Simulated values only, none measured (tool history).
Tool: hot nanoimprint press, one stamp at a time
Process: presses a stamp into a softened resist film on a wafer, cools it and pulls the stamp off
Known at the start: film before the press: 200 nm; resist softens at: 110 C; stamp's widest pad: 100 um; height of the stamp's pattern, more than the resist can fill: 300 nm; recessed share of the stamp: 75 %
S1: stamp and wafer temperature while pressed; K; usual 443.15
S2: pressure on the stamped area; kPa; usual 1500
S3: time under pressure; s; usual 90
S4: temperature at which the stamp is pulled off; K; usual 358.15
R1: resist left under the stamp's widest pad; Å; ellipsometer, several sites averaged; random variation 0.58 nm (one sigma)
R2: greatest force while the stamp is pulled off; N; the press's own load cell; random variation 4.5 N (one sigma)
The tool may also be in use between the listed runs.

run	day	S1	S2	S3	S4	R1	R2
1	0.000	443.15	1500	90	358.15	1159	212
2	0.183	443.15	1500	90	358.15	1165	221
3	0.429	443.15	1500	90	358.15	1167	216
4	0.825	443.15	1500	90	365.15	1163	203
5	1.221	443.15	1500	90	358.15	1155	227
6	1.442	443.15	1500	90	358.15	1157	212
7	1.750	443.15	1500	90	345.15	1151	265
8	2.071	435.15	1500	90	358.15	1506	224
9	2.300	435.15	1500	90	358.15	1505	215
10	2.517	435.15	1500	90	358.15	1519	217
11	2.854	443.15	1500	90	358.15	1152	223
12	3.208	443.15	1500	90	358.15	1148	226
13	3.533	443.15	1500	59	358.15	1300	221
14	3.833	443.15	1500	59	358.15	1288	222
15	4.096	443.15	1500	53	358.15	1320	212
16	4.383	443.15	1500	53	358.15	1335	225
17	4.571	443.15	1500	122	358.15	1050	218
18	4.879	443.15	1860	90	364.15	1028	194
19	5.171	439.15	1130	80	365.15	1503	196
# day 5.575: stamp cleaned and given a new release coat
20	5.596	443.15	1230	179	358.15	1037	215
21	5.771	443.15	1230	179	358.15	1037	213
22	5.946	443.15	1500	92	358.15	1145	219
23	6.117	432.15	1100	47	360.15	1833	208
24	6.471	447.15	1390	168	358.15	849	220
25	6.696	443.15	1500	90	354.15	1131	234
26	6.921	446.15	1430	141	349.15	905	236
27	7.225	436.15	2160	176	349.15	1026	235
28	7.583	436.15	2160	176	349.15	1026	248
29	7.800	435.15	1340	174	358.15	1343	222
# day 7.971: plate thermocouple calibrated
# day 8.008: gauge calibrated
30	8.267	435.15	1340	174	358.15	1373	216
31	8.504	436.15	1360	50	347.15	1685	247

Hidden state or all else? Some run-to-run changes of R1, split into what the settings, what came in and random variation would give without the hidden state, and what is left for the hidden state (with any gauge scatter that isn't in both results):
The hidden state here: true temperature over the reading, C; pressure that arrives at the usual setting, %; grip of the stamp's worn release coat, % over a new coat's; drift of the gauge itself on residual_nm, %; drift of the gauge itself on pull_off_n, %.
Run 18 -> 19: S1 443.15 -> 439.15, S2 1860 -> 1130, S3 90 -> 80, S4 364.15 -> 365.15. R1 +475 Å: hidden state -11, all else +486.
Run 22 -> 23: S1 443.15 -> 432.15, S2 1500 -> 1100, S3 92 -> 47, S4 358.15 -> 360.15. R1 +688 Å: hidden state -17, all else +705.
Run 23 -> 24: S1 432.15 -> 447.15, S2 1100 -> 1390, S3 47 -> 168, S4 360.15 -> 358.15. R1 -984 Å: hidden state +21, all else -1005.
Run 29 -> 30: plate thermocouple calibrated, gauge calibrated. R1 +30 Å: hidden state +37, all else -7.
